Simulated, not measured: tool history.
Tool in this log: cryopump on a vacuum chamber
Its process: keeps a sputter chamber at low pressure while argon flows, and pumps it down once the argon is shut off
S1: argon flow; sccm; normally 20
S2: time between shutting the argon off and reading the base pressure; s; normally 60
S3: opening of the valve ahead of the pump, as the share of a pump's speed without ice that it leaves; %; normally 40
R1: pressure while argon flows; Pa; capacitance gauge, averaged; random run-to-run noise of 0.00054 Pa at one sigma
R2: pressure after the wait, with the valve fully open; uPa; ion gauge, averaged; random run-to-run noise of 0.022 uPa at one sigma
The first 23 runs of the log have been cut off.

Run 24, day 76.046: usual settings. Result: R1 0.0516 Pa, R2 1.45 uPa.
Run 25, day 80.1: usual settings but S2 250 s, S3 26 %. Result: R1 0.0775 Pa, R2 1.21 uPa.
Run 26, day 83.8: usual settings but S2 44 s. Result: R1 0.0512 Pa, R2 1.77 uPa.
Run 27, day 88.242: usual settings but S1 14 sccm, S3 36 %. Result: R1 0.0403 Pa, R2 1.74 uPa.
Run 28, day 90.254: usual settings but S1 14 sccm, S2 103 s, S3 52 %. Result: R1 0.0291 Pa, R2 1.56 uPa.
Run 29, day 92.433: usual settings but S1 23 sccm, S2 40 s, S3 41 %. Result: R1 0.0592 Pa, R2 2.12 uPa.
Run 30, day 96.071: usual settings but S1 34 sccm, S2 40 s, S3 31 %. Result: R1 0.1137 Pa, R2 2.15 uPa.
Run 31, day 99.525: usual settings but S1 26 sccm, S2 197 s, S3 46 %. Result: R1 0.0597 Pa, R2 1.73 uPa.
Run 32, day 102.55: usual settings but S1 13 sccm, S2 72 s, S3 57 %. Result: R1 0.0255 Pa, R2 2.04 uPa.
Run 33, day 104.754: usual settings but S1 13 sccm, S2 72 s, S3 57 %. Result: R1 0.0254 Pa, R2 2.07 uPa.

Branching from run 33: 3 alternative next runs. What would each branch give?
Run A, day 108.208: usual settings but S1 13 sccm, S2 69 s, S3 57 %. Result: R1 ?, R2 ?.
Run B, day 108.208: usual settings but S2 151 s, S3 28 %. Result: R1 ?, R2 ?.
Run C, day 108.208: usual settings but S1 39 sccm, S2 24 s, S3 47 %. Result: R1 ?, R2 ?.

run      R1    R2
  A  0.0258  2.19
  B  0.0754  1.97
  C  0.0913  2.98
With no hidden state in the tool, these same runs would have given:
run      R1    R2
  A  0.0229  0.57
  B  0.0709  0.36
  C  0.0826  1.35

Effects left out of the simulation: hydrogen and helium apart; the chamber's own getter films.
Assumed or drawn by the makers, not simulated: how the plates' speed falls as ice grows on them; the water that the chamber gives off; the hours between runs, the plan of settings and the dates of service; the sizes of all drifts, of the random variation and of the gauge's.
